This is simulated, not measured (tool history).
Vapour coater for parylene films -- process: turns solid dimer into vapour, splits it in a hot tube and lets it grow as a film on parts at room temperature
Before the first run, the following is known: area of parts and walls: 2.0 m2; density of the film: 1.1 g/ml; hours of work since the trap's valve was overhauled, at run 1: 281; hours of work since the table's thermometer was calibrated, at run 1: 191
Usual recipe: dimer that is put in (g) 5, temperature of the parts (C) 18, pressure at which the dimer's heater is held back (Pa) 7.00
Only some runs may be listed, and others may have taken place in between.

run	hour	dimer that is put in (g)	temperature of the parts (C)	pressure at which the dimer's heater is held back (Pa)	hours of work since the trap's valve was overhauled	hours of work since the table's thermometer was calibrated	thickness of the film (nm)
1	0.0	5	18	7.00	281	191	1423
2	38.3	5	18	7.00	300	211	1415
3	75.7	5	18	7.00	319	229	1423
4	109.9	5	18	7.00	336	246	1430
5	128.4	5	18	7.00	346	256	1423
6	158.9	5	18	7.00	361	271	1425
7	190.0	5	18	7.00	376	287	1423
8	226.7	5	18	7.00	395	305	1425
9	270.1	5	18	7.00	417	327	1439
10	295.7	5	18	7.00	430	340	1437
11	335.7	5	18	7.00	450	360	1441
12	354.1	5	16	7.00	459	369	1504
# hour 384.9: trap's valve overhauled
13	392.9	3	18	7.00	4	386	872
14	412.4	5	18	2.24	14	396	1825
# hour 427.3: gauge calibrated
15	430.3	5	18	2.24	23	405	1784
16	472.5	5	18	2.24	44	426	1781
17	503.7	5	18	2.24	60	442	1779
18	547.2	5	18	9.96	81	464	1330
19	589.3	5	18	9.96	103	485	1324
20	607.2	5	18	9.96	112	494	1326
21	643.2	4	18	7.00	130	512	1143
22	665.2	4	18	7.00	141	523	1135
23	704.7	4	18	7.00	160	543	1156
24	742.9	4	18	7.00	180	562	1149
25	780.2	4	19	7.00	198	581	1125
26	809.4	4	19	7.00	213	595	1124
27	834.4	4	19	7.00	226	608	1130
28	864.2	4	19	7.00	240	623	1130
29	898.2	4	19	7.00	258	640	1139
30	918.9	4	30	7.00	268	650	901
31	949.7	4	30	7.00	283	666	902
32	988.4	5	19	2.15	303	685	1810
33	1032.4	5	19	2.15	325	707	1820
34	1063.6	8	19	8.56	341	723	2207
35	1106.0	5	30	7.00	362	744	1141
36	1136.4	5	26	6.49	377	760	1263
37	1160.4	6	26	3.38	389	772	1727
38	1189.9	8	18	7.00	404	786	2349
39	1210.0	2	18	8.91	414	796	565
40	1229.2	5	15	7.00	424	806	1576
41	1273.5	6	30	7.00	446	828	1371
42	1314.5	4	13	5.33	466	849	1396
# hour 1330.4: trap's valve overhauled
43	1352.4	4	25	2.48	11	866	1259
44	1394.2	8	11	7.00	32	887	2761
45	1424.5	5	14	7.00	47	902	1620
46	1467.6	3	28	8.08	69	924	701
47	1500.6	3	28	8.08	85	940	710

Pick out some run-to-run changes in thickness of the film (nm). Of each, how much would a tool without hidden state show as well, from the settings, what came in and chance, and how much is left for the hidden state and any gauge scatter not in both results compared?
What the log doesn't record here: vapour lost through the trap's worn valve, %; true temperature of the parts over the reading, C; drift of the gauge itself on film_um, %.
Run 38 -> 39: dimer that is put in (g) 8 -> 2, pressure at which the dimer's heater is held back (Pa) 7.00 -> 8.91. thickness of the film (nm) -1784: hidden state -66, all else -1718.
Run 43 -> 44: dimer that is put in (g) 4 -> 8, temperature of the parts (C) 25 -> 11, pressure at which the dimer's heater is held back (Pa) 2.48 -> 7.00. thickness of the film (nm) +1502: hidden state +74, all else +1428.
Run 44 -> 45: dimer that is put in (g) 8 -> 5, temperature of the parts (C) 11 -> 14. thickness of the film (nm) -1141: hidden state -53, all else -1088.
